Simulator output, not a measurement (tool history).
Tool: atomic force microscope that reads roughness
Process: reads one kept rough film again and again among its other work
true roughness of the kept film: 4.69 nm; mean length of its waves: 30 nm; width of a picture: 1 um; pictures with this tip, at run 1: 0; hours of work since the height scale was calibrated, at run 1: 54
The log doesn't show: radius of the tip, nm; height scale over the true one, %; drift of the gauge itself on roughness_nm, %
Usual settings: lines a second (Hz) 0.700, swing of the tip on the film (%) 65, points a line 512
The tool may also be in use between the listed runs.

| run | hour | lines a second (Hz) | swing of the tip on the film (%) | points a line | pictures with this tip | hours of work since the height scale was calibrated | roughness of the kept film (nm (root mean square)) |
|---|---|---|---|---|---|---|---|
| 1 | 0.0 | 0.700 | 65 | 512 | 0 | 54 | 3.724 |
| 2 | 16.6 | 0.700 | 65 | 580 | 23 | 62 | 3.619 |
| 3 | 31.3 | 2.323 | 65 | 512 | 44 | 70 | 3.367 |
| 4 | 53.5 | 2.323 | 65 | 512 | 75 | 82 | 3.266 |
| 5 | 74.2 | 2.323 | 65 | 512 | 104 | 92 | 3.181 |
| 6 | 95.2 | 2.323 | 65 | 512 | 133 | 104 | 3.110 |
| 7 | 121.9 | 0.700 | 65 | 577 | 170 | 117 | 3.211 |
| 8 | 139.8 | 0.700 | 65 | 806 | 195 | 127 | 3.149 |
| 9 | 166.6 | 0.700 | 65 | 512 | 232 | 141 | 3.038 |
| 10 | 189.2 | 0.700 | 65 | 512 | 264 | 153 | 2.974 |
| 11 | 213.9 | 0.700 | 65 | 512 | 298 | 166 | 2.899 |
| 12 | 241.4 | 0.700 | 65 | 512 | 337 | 180 | 2.805 |
| 13 | 253.7 | 1.639 | 88 | 512 | 354 | 187 | 2.334 |
|  | 257.5 | new tip fitted |
| 14 | 269.0 | 1.718 | 82 | 924 | 15 | 194 | 3.203 |
| 15 | 282.9 | 1.718 | 78 | 924 | 35 | 202 | 3.250 |
| 16 | 304.8 | 0.700 | 87 | 512 | 65 | 213 | 3.306 |
| 17 | 331.2 | 3.444 | 88 | 528 | 102 | 227 | 2.369 |
| 18 | 356.7 | 0.891 | 64 | 263 | 138 | 240 | 3.211 |
| 19 | 376.2 | 0.891 | 64 | 263 | 165 | 251 | 3.152 |
| 20 | 391.2 | 0.891 | 89 | 263 | 186 | 259 | 2.846 |
| 21 | 416.0 | 0.821 | 89 | 421 | 221 | 272 | 2.820 |
| 22 | 428.4 | 0.821 | 89 | 421 | 238 | 278 | 2.756 |
| 23 | 443.5 | 0.600 | 65 | 341 | 259 | 286 | 2.959 |
| 24 | 464.9 | 0.600 | 65 | 341 | 289 | 297 | 2.893 |

5 ways to go on from here, each from the tool as it stands after run 24. What would each give?
| A | 491.6 | 0.700 | 67 | 512 | 326 | 311 | ? |
| B | 491.6 | 0.908 | 65 | 284 | 326 | 311 | ? |
| C | 491.6 | 0.725 | 65 | 270 | 326 | 311 | ? |
| D | 491.6 | 1.061 | 83 | 512 | 326 | 311 | ? |
| E | 491.6 | 0.600 | 73 | 341 | 326 | 311 | ? |

| run | roughness of the kept film (nm (root mean square)) |
|---|---|
| A | 2.798 |
| B | 2.775 |
| C | 2.758 |
| D | 2.608 |
| E | 2.776 |
Without the tool's hidden state the same runs would have given:
| run | roughness of the kept film (nm (root mean square)) |
|---|---|
| A | 3.749 |
| B | 3.717 |
| C | 3.696 |
| D | 3.492 |
| E | 3.718 |

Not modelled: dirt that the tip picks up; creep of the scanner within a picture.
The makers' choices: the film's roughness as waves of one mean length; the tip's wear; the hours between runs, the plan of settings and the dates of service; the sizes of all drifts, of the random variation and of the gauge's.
